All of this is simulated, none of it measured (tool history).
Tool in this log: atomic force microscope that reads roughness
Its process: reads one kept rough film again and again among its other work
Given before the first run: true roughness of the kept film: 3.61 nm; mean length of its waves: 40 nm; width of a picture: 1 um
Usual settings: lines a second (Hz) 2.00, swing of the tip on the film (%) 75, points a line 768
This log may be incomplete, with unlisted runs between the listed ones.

run	hour	lines a second (Hz)	swing of the tip on the film (%)	points a line	roughness of the kept film (nm (root mean square))
1	0.0	2.00	75	768	3.002
2	30.0	2.00	75	768	2.994
3	54.5	2.00	75	768	3.010
4	76.8	2.00	75	978	2.999
5	112.1	2.00	75	978	3.013
6	153.2	2.00	75	768	3.013
7	186.7	2.00	75	768	3.000
8	208.1	2.00	75	768	3.008
9	233.9	2.00	75	768	2.999
10	266.7	2.00	75	768	2.993
11	286.5	2.00	75	768	3.001
12	307.5	3.36	75	768	2.733
13	344.9	3.36	75	314	2.749
14	376.4	2.00	75	370	2.993
15	404.2	2.00	57	568	3.269
16	439.4	2.64	75	768	2.870
17	477.4	2.72	57	768	3.232
18	516.7	2.72	57	768	3.219
19	556.1	1.14	72	774	3.212
20	592.2	1.14	72	774	3.188
21	617.7	1.14	72	774	3.206
22	640.4	1.18	64	768	3.307
23	674.2	1.18	64	768	3.295
24	713.2	2.39	62	576	3.179
25	741.2	2.39	62	576	3.176

Put back what was entered between runs (5 entries, withheld): which listed runs does each sit between, and how does the hidden state differ from the listed run before to the listed run after?
From run 3 to run 4: new tip fitted (hour 69.9)
  radius of the tip, nm: 5.3 -> 5
From run 8 to run 9: new tip fitted (hour 210.8)
  radius of the tip, nm: 5.4 -> 5.1
From run 13 to run 14: new tip fitted (hour 352.1)
  radius of the tip, nm: 5.3 -> 5.1
From run 17 to run 18: new tip fitted (hour 492.0)
  radius of the tip, nm: 5.3 -> 5.1
From run 21 to run 22: new tip fitted (hour 633.5)
  radius of the tip, nm: 5.3 -> 5
